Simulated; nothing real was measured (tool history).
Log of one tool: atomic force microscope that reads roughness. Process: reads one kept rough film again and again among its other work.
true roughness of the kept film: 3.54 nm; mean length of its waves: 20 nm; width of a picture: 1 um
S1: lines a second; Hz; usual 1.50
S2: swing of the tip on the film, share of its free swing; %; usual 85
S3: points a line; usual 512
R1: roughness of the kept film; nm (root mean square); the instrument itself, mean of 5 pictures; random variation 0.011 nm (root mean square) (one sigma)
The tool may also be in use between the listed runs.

{"run": 1, "day": 0.0, "S1": 1.5, "S2": 85, "S3": 512, "R1": 2.129}
{"run": 2, "day": 2.892, "S1": 1.5, "S2": 85, "S3": 512, "R1": 2.036}
{"day": 4.304, "done": "new tip fitted"}
{"run": 3, "day": 5.317, "S1": 3.98, "S2": 85, "S3": 512, "R1": 1.92}
{"run": 4, "day": 7.612, "S1": 3.98, "S2": 85, "S3": 451, "R1": 1.828}
{"run": 5, "day": 10.421, "S1": 1.5, "S2": 85, "S3": 674, "R1": 2.253}
{"run": 6, "day": 12.667, "S1": 1.5, "S2": 85, "S3": 674, "R1": 2.172}
{"run": 7, "day": 14.267, "S1": 1.5, "S2": 85, "S3": 674, "R1": 2.119}
{"run": 8, "day": 15.517, "S1": 1.5, "S2": 85, "S3": 674, "R1": 2.09}
{"day": 18.05, "done": "new tip fitted"}
{"run": 9, "day": 18.358, "S1": 1.5, "S2": 85, "S3": 674, "R1": 2.498}
{"run": 10, "day": 20.996, "S1": 1.5, "S2": 85, "S3": 674, "R1": 2.361}
{"run": 11, "day": 22.375, "S1": 1.5, "S2": 85, "S3": 674, "R1": 2.321}
{"run": 12, "day": 25.271, "S1": 1.5, "S2": 85, "S3": 674, "R1": 2.207}
{"run": 13, "day": 27.717, "S1": 1.5, "S2": 85, "S3": 674, "R1": 2.109}
{"run": 14, "day": 29.708, "S1": 1.5, "S2": 85, "S3": 674, "R1": 2.031}
{"run": 15, "day": 31.371, "S1": 1.5, "S2": 85, "S3": 674, "R1": 1.984}
{"day": 31.858, "done": "new tip fitted"}
{"run": 16, "day": 32.65, "S1": 3.39, "S2": 85, "S3": 674, "R1": 2.021}
{"run": 17, "day": 35.4, "S1": 1.5, "S2": 85, "S3": 707, "R1": 2.341}
{"run": 18, "day": 37.812, "S1": 1.5, "S2": 85, "S3": 707, "R1": 2.258}
{"run": 19, "day": 39.688, "S1": 1.5, "S2": 85, "S3": 707, "R1": 2.184}
{"run": 20, "day": 41.671, "S1": 1.5, "S2": 85, "S3": 707, "R1": 2.115}
{"run": 21, "day": 44.579, "S1": 1.5, "S2": 85, "S3": 512, "R1": 2.003}
{"day": 45.596, "done": "new tip fitted"}
{"run": 22, "day": 47.512, "S1": 1.08, "S2": 85, "S3": 512, "R1": 2.515}
{"run": 23, "day": 48.829, "S1": 1.08, "S2": 84, "S3": 512, "R1": 2.488}
{"run": 24, "day": 50.633, "S1": 1.5, "S2": 86, "S3": 512, "R1": 2.256}
{"run": 25, "day": 52.5, "S1": 1.5, "S2": 85, "S3": 956, "R1": 2.196}
{"run": 26, "day": 54.562, "S1": 2.57, "S2": 85, "S3": 512, "R1": 1.899}
{"run": 27, "day": 56.262, "S1": 1.74, "S2": 80, "S3": 512, "R1": 2.093}
{"run": 28, "day": 59.075, "S1": 1.25, "S2": 62, "S3": 384, "R1": 2.283}
{"day": 59.479, "done": "new tip fitted"}
{"run": 29, "day": 61.733, "S1": 1.5, "S2": 59, "S3": 512, "R1": 2.762}
{"run": 30, "day": 63.55, "S1": 1.01, "S2": 61, "S3": 836, "R1": 2.708}
{"run": 31, "day": 66.242, "S1": 1.01, "S2": 61, "S3": 836, "R1": 2.573}
{"run": 32, "day": 68.225, "S1": 2.04, "S2": 77, "S3": 993, "R1": 2.191}
{"run": 33, "day": 70.808, "S1": 1.07, "S2": 79, "S3": 363, "R1": 2.213}
{"run": 34, "day": 72.054, "S1": 1.07, "S2": 79, "S3": 363, "R1": 2.179}
{"day": 73.292, "done": "new tip fitted"}
{"run": 35, "day": 73.45, "S1": 1.07, "S2": 79, "S3": 363, "R1": 2.698}
{"run": 36, "day": 75.746, "S1": 2.24, "S2": 70, "S3": 512, "R1": 2.564}
{"run": 37, "day": 77.104, "S1": 2.24, "S2": 70, "S3": 512, "R1": 2.5}
{"run": 38, "day": 79.254, "S1": 2.24, "S2": 70, "S3": 512, "R1": 2.409}
{"run": 39, "day": 81.304, "S1": 0.62, "S2": 65, "S3": 458, "R1": 2.589}
{"run": 40, "day": 84.225, "S1": 0.83, "S2": 65, "S3": 293, "R1": 2.394}
{"run": 41, "day": 86.775, "S1": 0.83, "S2": 65, "S3": 293, "R1": 2.298}
{"day": 87.004, "done": "new tip fitted"}
{"run": 42, "day": 88.475, "S1": 2.45, "S2": 85, "S3": 299, "R1": 2.145}
{"run": 43, "day": 90.354, "S1": 0.97, "S2": 69, "S3": 805, "R1": 2.694}
{"run": 44, "day": 93.325, "S1": 2.48, "S2": 85, "S3": 887, "R1": 2.027}
{"run": 45, "day": 95.829, "S1": 0.58, "S2": 80, "S3": 512, "R1": 2.43}
{"run": 46, "day": 97.104, "S1": 2.2, "S2": 78, "S3": 264, "R1": 2.046}
{"run": 47, "day": 99.508, "S1": 1.5, "S2": 85, "S3": 457, "R1": 2.027}
{"day": 100.717, "done": "new tip fitted"}
{"run": 48, "day": 100.975, "S1": 1.51, "S2": 85, "S3": 822, "R1": 2.534}
{"run": 49, "day": 102.592, "S1": 1.51, "S2": 85, "S3": 601, "R1": 2.426}
{"run": 50, "day": 104.467, "S1": 1.51, "S2": 85, "S3": 601, "R1": 2.345}
{"run": 51, "day": 106.483, "S1": 1.51, "S2": 85, "S3": 601, "R1": 2.274}

Forecast each of these 5 alternatives for the next run:
{"run": "A", "day": 108.371, "S1": 2.37, "S2": 73, "S3": 496, "R1": "?"}
{"run": "B", "day": 108.371, "S1": 3.99, "S2": 75, "S3": 512, "R1": "?"}
{"run": "C", "day": 108.371, "S1": 1.36, "S2": 62, "S3": 722, "R1": "?"}
{"run": "D", "day": 108.371, "S1": 3.07, "S2": 78, "S3": 512, "R1": "?"}
{"run": "E", "day": 108.371, "S1": 1.5, "S2": 62, "S3": 621, "R1": "?"}

run=A R1=2.260
run=B R1=1.995
run=C R1=2.544
run=D R1=2.038
run=E R1=2.515
Without the tool's hidden state the same runs would have given:
run=A R1=2.536
run=B R1=2.238
run=C R1=2.855
run=D R1=2.287
run=E R1=2.822
